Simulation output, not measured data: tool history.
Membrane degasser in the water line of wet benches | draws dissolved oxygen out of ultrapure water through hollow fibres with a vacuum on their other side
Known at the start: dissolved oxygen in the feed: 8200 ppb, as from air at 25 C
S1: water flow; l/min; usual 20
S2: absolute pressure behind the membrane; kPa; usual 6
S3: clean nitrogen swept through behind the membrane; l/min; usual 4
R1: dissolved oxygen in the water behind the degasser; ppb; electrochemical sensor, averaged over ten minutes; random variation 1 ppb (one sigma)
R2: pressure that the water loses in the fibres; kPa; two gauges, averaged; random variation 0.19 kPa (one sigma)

run	hour	S1	S2	S3	R1	R2
1	0	20	6	4	110.5	41.55
2	121.1	14	6	4	41.4	29.07
3	357.7	14	6	4	42.4	29.24
4	536.7	20	6	4	113.3	41.83
5	676.8	20	6	7.43	97.9	42.08
6	831.2	20	6	7.43	98.8	42.37
7	948.5	24	6	4	190.9	50.13
8	1144.6	20	6	5.42	107.1	42.2
9	1308.1	20	6	5.42	109.5	42.4
10	1507.6	20	6	4	117.8	42.61
# hour 1529.1: vacuum gauge calibrated
11	1620	20	6	4	121.7	42.41
12	1863.6	20	6	4	121	42.13
13	2079.5	20	6	4	120.7	42.5
14	2310.5	20	6	4	123.2	42.97
15	2433.4	20	6	4	124	42.82
16	2647.1	20	6	4	122.7	43.06
17	2891.9	13	5.33	2.79	43	27.98
# hour 2948.7: vacuum gauge calibrated, once more
18	3009.2	13	5.35	4	31.7	27.79
19	3206.8	13	11	4	78.6	28.09
20	3450.9	13	11	4	78.6	27.9
21	3604.8	20	10.12	4	175.1	43.75
22	3738.1	16	10.12	9.35	69.6	34.76
23	4005	12	4.05	5.2	15.6	26.2
24	4139.3	12	4.05	5.2	15.4	26.17
25	4315.5	20	6	2.23	154.9	43.71
26	4457.4	20	6	2.23	154.5	43.52
27	4644.1	18	6	4	97	39.54
28	4775.1	20	6	2.83	145.7	44.22
29	4909	23	6.96	10.96	178.7	50.51
30	5080.4	24	6	6.25	202.7	53.09
31	5353.1	24	6	6.25	205.9	53.28
32	5618.2	24	6	6.25	209.8	53.64

Some steps in R1 between neighbouring runs. How much of each would the tool show without its hidden state too (settings, what came in, random variation), and how much is left for the hidden state, with any gauge scatter that isn't in both results?
The hidden state here: membrane still open, %; true pressure behind the membrane over the reading, kPa; air that leaks in behind the membrane, l/min; drift of the gauge itself on oxygen_ppb, %; drift of the gauge itself on loss_of_pressure_kpa, %.
Run 16 -> 17: S1 20 -> 13, S2 6 -> 5.33, S3 4 -> 2.79. R1 -79.7 ppb: hidden state -17.8, all else -61.9.
Run 20 -> 21: S1 13 -> 20, S2 11 -> 10.12. R1 +96.5 ppb: hidden state +21.9, all else +74.6.
Run 21 -> 22: S1 20 -> 16, S3 4 -> 9.35. R1 -105.5 ppb: hidden state -14.3, all else -91.2.
Run 24 -> 25: S1 12 -> 20, S2 4.05 -> 6, S3 5.2 -> 2.23. R1 +139.5 ppb: hidden state +28.5, all else +111.
